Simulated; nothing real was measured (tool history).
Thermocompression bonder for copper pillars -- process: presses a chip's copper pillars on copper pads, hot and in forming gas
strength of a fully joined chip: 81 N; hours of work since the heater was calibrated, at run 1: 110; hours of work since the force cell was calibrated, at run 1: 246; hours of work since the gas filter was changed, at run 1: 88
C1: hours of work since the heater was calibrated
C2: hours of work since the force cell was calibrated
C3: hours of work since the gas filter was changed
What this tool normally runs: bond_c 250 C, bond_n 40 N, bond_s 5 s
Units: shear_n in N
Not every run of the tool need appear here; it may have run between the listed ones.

{"run": 1, "hour": 0.0, "bond_c": 250, "bond_n": 40, "bond_s": 5, "C1": 110, "C2": 246, "C3": 88, "shear_n": 50.4}
{"run": 2, "hour": 31.6, "bond_c": 250, "bond_n": 40, "bond_s": 5, "C1": 125, "C2": 260, "C3": 102, "shear_n": 48.7}
{"run": 3, "hour": 56.0, "bond_c": 250, "bond_n": 40, "bond_s": 5, "C1": 135, "C2": 271, "C3": 113, "shear_n": 49.9}
{"run": 4, "hour": 80.6, "bond_c": 250, "bond_n": 40, "bond_s": 5, "C1": 146, "C2": 282, "C3": 124, "shear_n": 48.9}
{"run": 5, "hour": 99.2, "bond_c": 250, "bond_n": 40, "bond_s": 5, "C1": 155, "C2": 290, "C3": 133, "shear_n": 49.1}
{"run": 6, "hour": 131.7, "bond_c": 250, "bond_n": 42, "bond_s": 3, "C1": 169, "C2": 305, "C3": 147, "shear_n": 43.2}
{"run": 7, "hour": 152.4, "bond_c": 250, "bond_n": 42, "bond_s": 3, "C1": 179, "C2": 314, "C3": 157, "shear_n": 42.0}
{"run": 8, "hour": 179.8, "bond_c": 250, "bond_n": 42, "bond_s": 3, "C1": 191, "C2": 327, "C3": 169, "shear_n": 42.1}
{"run": 9, "hour": 200.7, "bond_c": 238, "bond_n": 58, "bond_s": 5, "C1": 200, "C2": 336, "C3": 178, "shear_n": 56.0}
{"run": 10, "hour": 227.8, "bond_c": 250, "bond_n": 46, "bond_s": 5, "C1": 212, "C2": 348, "C3": 190, "shear_n": 52.2}

Each row is a separate what-if for the run after 10, all from the same tool condition, not one after another. Results?
{"run": "A", "hour": 256.4, "bond_c": 250, "bond_n": 46, "bond_s": 9, "C1": 225, "C2": 361, "C3": 203, "shear_n": "?"}
{"run": "B", "hour": 256.4, "bond_c": 251, "bond_n": 48, "bond_s": 5, "C1": 225, "C2": 361, "C3": 203, "shear_n": "?"}
{"run": "C", "hour": 256.4, "bond_c": 231, "bond_n": 26, "bond_s": 6, "C1": 225, "C2": 361, "C3": 203, "shear_n": "?"}
{"run": "D", "hour": 256.4, "bond_c": 274, "bond_n": 40, "bond_s": 6, "C1": 225, "C2": 361, "C3": 203, "shear_n": "?"}
{"run": "E", "hour": 256.4, "bond_c": 245, "bond_n": 40, "bond_s": 5, "C1": 225, "C2": 361, "C3": 203, "shear_n": "?"}

run=A shear_n=58.3
run=B shear_n=52.6
run=C shear_n=26.1
run=D shear_n=57.7
run=E shear_n=44.1
Take away the tool's hidden state, keep each run's random variation, and the runs would have read:
run=A shear_n=65.8
run=B shear_n=59.4
run=C shear_n=29.6
run=D shear_n=65.0
run=E shear_n=49.9
